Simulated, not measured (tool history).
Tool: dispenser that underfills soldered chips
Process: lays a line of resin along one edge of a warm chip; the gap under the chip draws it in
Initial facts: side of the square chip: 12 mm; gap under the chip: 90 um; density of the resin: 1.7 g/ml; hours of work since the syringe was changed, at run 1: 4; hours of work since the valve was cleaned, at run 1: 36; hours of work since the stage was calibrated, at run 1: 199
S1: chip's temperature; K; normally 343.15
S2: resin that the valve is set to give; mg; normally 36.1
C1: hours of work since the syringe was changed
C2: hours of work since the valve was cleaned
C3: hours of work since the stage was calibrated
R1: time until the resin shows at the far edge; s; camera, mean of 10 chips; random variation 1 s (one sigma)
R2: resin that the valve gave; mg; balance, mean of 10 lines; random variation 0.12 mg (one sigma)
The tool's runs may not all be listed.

{"run": 1, "hour": 0.0, "S1": 343.15, "S2": 36.1, "C1": 4, "C2": 36, "C3": 199, "R1": 112.9, "R2": 35.16}
{"hour": 10.7, "done": "new syringe of resin"}
{"run": 2, "hour": 10.8, "S1": 343.15, "S2": 36.1, "C1": 0, "C2": 43, "C3": 207, "R1": 88.8, "R2": 35.13}
{"run": 3, "hour": 16.8, "S1": 343.15, "S2": 36.1, "C1": 4, "C2": 48, "C3": 211, "R1": 120.7, "R2": 34.96}
{"run": 4, "hour": 22.4, "S1": 343.15, "S2": 36.1, "C1": 8, "C2": 52, "C3": 215, "R1": 156.5, "R2": 35.03}
{"hour": 26.4, "done": "new syringe of resin"}
{"run": 5, "hour": 32.5, "S1": 343.15, "S2": 36.1, "C1": 4, "C2": 59, "C3": 222, "R1": 119.0, "R2": 34.59}
{"hour": 41.7, "done": "new syringe of resin"}
{"run": 6, "hour": 41.7, "S1": 343.15, "S2": 39.3, "C1": 0, "C2": 65, "C3": 228, "R1": 88.2, "R2": 37.51}
{"run": 7, "hour": 50.0, "S1": 343.15, "S2": 39.3, "C1": 6, "C2": 71, "C3": 234, "R1": 129.3, "R2": 37.28}
{"run": 8, "hour": 55.5, "S1": 343.15, "S2": 39.3, "C1": 10, "C2": 75, "C3": 238, "R1": 168.7, "R2": 37.2}
{"hour": 57.2, "done": "dispensing valve cleaned and set on the balance"}
{"hour": 58.1, "done": "new syringe of resin"}
{"run": 9, "hour": 66.6, "S1": 343.15, "S2": 39.3, "C1": 6, "C2": 7, "C3": 245, "R1": 132.6, "R2": 39.26}
{"hour": 73.6, "done": "new syringe of resin"}
{"run": 10, "hour": 76.4, "S1": 343.15, "S2": 39.3, "C1": 2, "C2": 13, "C3": 252, "R1": 100.6, "R2": 38.88}
{"run": 11, "hour": 86.9, "S1": 343.15, "S2": 33.6, "C1": 9, "C2": 21, "C3": 259, "R1": 165.4, "R2": 32.75}
{"hour": 89.4, "done": "new syringe of resin"}
{"run": 12, "hour": 93.2, "S1": 343.15, "S2": 33.6, "C1": 3, "C2": 25, "C3": 264, "R1": 106.0, "R2": 32.89}
{"run": 13, "hour": 102.3, "S1": 343.15, "S2": 33.6, "C1": 9, "C2": 32, "C3": 270, "R1": 160.2, "R2": 32.76}
{"hour": 104.7, "done": "new syringe of resin"}
{"run": 14, "hour": 107.8, "S1": 331.15, "S2": 42.4, "C1": 2, "C2": 35, "C3": 274, "R1": 184.6, "R2": 41.2}
{"run": 15, "hour": 112.6, "S1": 329.15, "S2": 33.5, "C1": 6, "C2": 39, "C3": 277, "R1": 257.7, "R2": 32.56}
{"run": 16, "hour": 119.0, "S1": 353.15, "S2": 36.1, "C1": 10, "C2": 43, "C3": 282, "R1": 107.7, "R2": 35.0}
{"hour": 120.1, "done": "new syringe of resin"}
{"run": 17, "hour": 128.3, "S1": 353.15, "S2": 36.1, "C1": 6, "C2": 50, "C3": 288, "R1": 78.8, "R2": 34.76}
{"hour": 136.1, "done": "new syringe of resin"}
{"run": 18, "hour": 139.0, "S1": 333.15, "S2": 42.0, "C1": 2, "C2": 57, "C3": 296, "R1": 162.4, "R2": 39.9}
{"run": 19, "hour": 143.4, "S1": 341.15, "S2": 46.8, "C1": 5, "C2": 60, "C3": 299, "R1": 132.8, "R2": 44.41}
{"hour": 151.5, "done": "new syringe of resin"}
{"run": 20, "hour": 154.3, "S1": 341.15, "S2": 46.8, "C1": 2, "C2": 68, "C3": 307, "R1": 109.5, "R2": 44.25}
{"hour": 165.7, "done": "dispensing valve cleaned and set on the balance"}
{"run": 21, "hour": 165.7, "S1": 341.15, "S2": 46.8, "C1": 9, "C2": 0, "C3": 314, "R1": 172.8, "R2": 46.9}
{"hour": 168.5, "done": "new syringe of resin"}
{"run": 22, "hour": 173.1, "S1": 340.15, "S2": 32.8, "C1": 3, "C2": 5, "C3": 319, "R1": 124.5, "R2": 32.61}
{"run": 23, "hour": 179.4, "S1": 331.15, "S2": 41.2, "C1": 8, "C2": 10, "C3": 324, "R1": 252.8, "R2": 40.87}
{"hour": 184.0, "done": "new syringe of resin"}
{"run": 24, "hour": 188.7, "S1": 331.15, "S2": 41.2, "C1": 3, "C2": 16, "C3": 330, "R1": 193.8, "R2": 40.73}
{"run": 25, "hour": 194.5, "S1": 343.15, "S2": 31.5, "C1": 8, "C2": 20, "C3": 334, "R1": 145.6, "R2": 30.87}
{"hour": 199.4, "done": "new syringe of resin"}
{"run": 26, "hour": 203.8, "S1": 343.15, "S2": 31.5, "C1": 3, "C2": 27, "C3": 341, "R1": 110.7, "R2": 30.87}

Each row is a separate what-if for the run after 26, all from the same tool condition, not one after another. Results?
{"run": "A", "hour": 211.9, "S1": 345.15, "S2": 36.1, "C1": 9, "C2": 32, "C3": 347, "R1": "?", "R2": "?"}
{"run": "B", "hour": 211.9, "S1": 348.15, "S2": 31.5, "C1": 9, "C2": 32, "C3": 347, "R1": "?", "R2": "?"}
{"run": "C", "hour": 211.9, "S1": 334.15, "S2": 36.1, "C1": 9, "C2": 32, "C3": 347, "R1": "?", "R2": "?"}

run=A R1=144.3 R2=35.33
run=B R1=128.3 R2=30.74
run=C R1=241.4 R2=35.15
The same runs, with their run-to-run variation unchanged, on a tool lacking any hidden condition would have given:
run=A R1=89.5 R2=36.15
run=B R1=79.2 R2=31.45
run=C R1=150.3 R2=35.97
